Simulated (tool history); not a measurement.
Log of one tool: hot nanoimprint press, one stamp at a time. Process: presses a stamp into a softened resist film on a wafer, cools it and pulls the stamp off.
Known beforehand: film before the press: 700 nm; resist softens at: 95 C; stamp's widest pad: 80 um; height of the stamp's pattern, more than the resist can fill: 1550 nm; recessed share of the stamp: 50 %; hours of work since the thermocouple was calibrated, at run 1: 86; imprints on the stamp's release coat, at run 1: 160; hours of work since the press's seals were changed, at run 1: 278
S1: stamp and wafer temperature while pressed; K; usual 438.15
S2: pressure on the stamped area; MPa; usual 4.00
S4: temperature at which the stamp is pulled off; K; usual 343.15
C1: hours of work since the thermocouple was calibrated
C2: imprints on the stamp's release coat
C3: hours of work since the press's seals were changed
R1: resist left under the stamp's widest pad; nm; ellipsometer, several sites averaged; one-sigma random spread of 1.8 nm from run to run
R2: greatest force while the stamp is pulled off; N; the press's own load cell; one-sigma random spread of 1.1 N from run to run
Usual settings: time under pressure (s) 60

Run 1, day 0.000: usual settings; C1 86; C2 160; C3 278. Result: R1 389.5 nm, R2 148 N.
Run 2, day 1.192: usual settings; C1 102; C2 218; C3 294. Result: R1 393.4 nm, R2 147 N.
Run 3, day 2.612: usual settings; C1 121; C2 287; C3 313. Result: R1 389.0 nm, R2 147 N.
Run 4, day 4.000: usual settings; C1 140; C2 355; C3 332. Result: R1 388.8 nm, R2 148 N.
Run 5, day 4.833: usual settings but S1 450.15 K; C1 151; C2 396; C3 343. Result: R1 262.9 nm, R2 147 N.
Run 6, day 6.108: usual settings; C1 168; C2 458; C3 360. Result: R1 391.2 nm, R2 148 N.
Run 7, day 7.600: usual settings; C1 188; C2 531; C3 380. Result: R1 391.6 nm, R2 148 N.
Run 8, day 8.838: usual settings; C1 205; C2 591; C3 397. Result: R1 393.2 nm, R2 146 N.
At day 10.004: stamp cleaned and given a new release coat.
Run 9, day 10.004: usual settings but S1 450.15 K; C1 217; C2 0; C3 409. Result: R1 264.9 nm, R2 147 N.
Run 10, day 11.150: usual settings but S1 450.15 K; C1 232; C2 56; C3 424. Result: R1 264.5 nm, R2 146 N.
Run 11, day 12.246: usual settings but S1 450.15 K; C1 247; C2 110; C3 439. Result: R1 265.5 nm, R2 146 N.
Run 12, day 13.379: usual settings but S1 450.15 K; C1 262; C2 165; C3 454. Result: R1 266.0 nm, R2 146 N.
Run 13, day 14.500: usual settings but S1 450.15 K; C1 277; C2 220; C3 469. Result: R1 264.6 nm, R2 149 N.
Run 14, day 15.646: usual settings but S1 450.15 K; C1 292; C2 276; C3 484. Result: R1 266.4 nm, R2 147 N.
Run 15, day 16.367: usual settings but S1 450.15 K; C1 302; C2 311; C3 494. Result: R1 263.5 nm, R2 149 N.
Run 16, day 17.512: usual settings but S1 439.15 K, S4 345.15 K; C1 317; C2 367; C3 509. Result: R1 379.7 nm, R2 143 N.
Run 17, day 18.796: usual settings but S1 439.15 K, time under pressure (s) 37, S4 348.15 K; C1 334; C2 430; C3 527. Result: R1 440.5 nm, R2 134 N.
Run 18, day 19.442: usual settings but S1 439.15 K, time under pressure (s) 37, S4 348.15 K; C1 343; C2 461; C3 535. Result: R1 438.8 nm, R2 133 N.
At day 20.638: plate thermocouple calibrated.
Run 19, day 20.804: usual settings but time under pressure (s) 71, S4 339.15 K; C1 2; C2 522; C3 552. Result: R1 373.2 nm, R2 158 N.
Run 20, day 22.296: usual settings but time under pressure (s) 53, S4 339.15 K; C1 22; C2 595; C3 572. Result: R1 412.1 nm, R2 159 N.
At day 23.400: stamp cleaned and given a new release coat.
Run 21, day 23.579: usual settings but S1 442.15 K, S2 2.44 MPa, time under pressure (s) 57, S4 344.15 K; C1 36; C2 9; C3 586. Result: R1 450.3 nm, R2 144 N.
Run 22, day 24.450: usual settings but S1 434.15 K, S2 3.91 MPa, time under pressure (s) 104, S4 349.15 K; C1 48; C2 51; C3 597. Result: R1 387.9 nm, R2 130 N.
Run 23, day 25.396: usual settings but S1 441.15 K, time under pressure (s) 83; C1 60; C2 98; C3 610. Result: R1 325.6 nm, R2 149 N.
Run 24, day 26.692: usual settings but S1 435.15 K, S2 3.20 MPa, time under pressure (s) 83; C1 78; C2 161; C3 627. Result: R1 440.8 nm, R2 146 N.
Run 25, day 27.917: usual settings but S1 442.15 K, S2 3.48 MPa, time under pressure (s) 39, S4 330.15 K; C1 94; C2 221; C3 644. Result: R1 421.1 nm, R2 180 N.
Run 26, day 29.321: usual settings but S1 442.15 K, S2 3.48 MPa, time under pressure (s) 39, S4 330.15 K; C1 113; C2 289; C3 662. Result: R1 423.3 nm, R2 180 N.
Run 27, day 30.317: usual settings but S1 442.15 K, S2 5.14 MPa, time under pressure (s) 39, S4 345.15 K; C1 126; C2 338; C3 676. Result: R1 349.1 nm, R2 142 N.

Run 28, settings as shown, results not yet in. Your forecast:
Run 28, day 31.883: usual settings but S1 434.15 K, S2 6.00 MPa, time under pressure (s) 39, S4 329.15 K; C1 147; C2 415; C3 697. Result: R1 ?, R2 ?.

{"run 28": {"R1": 418.0, "R2": 184}}
Had the tool carried no hidden state, the very same run would have given R1 409.2 nm, R2 184 N.
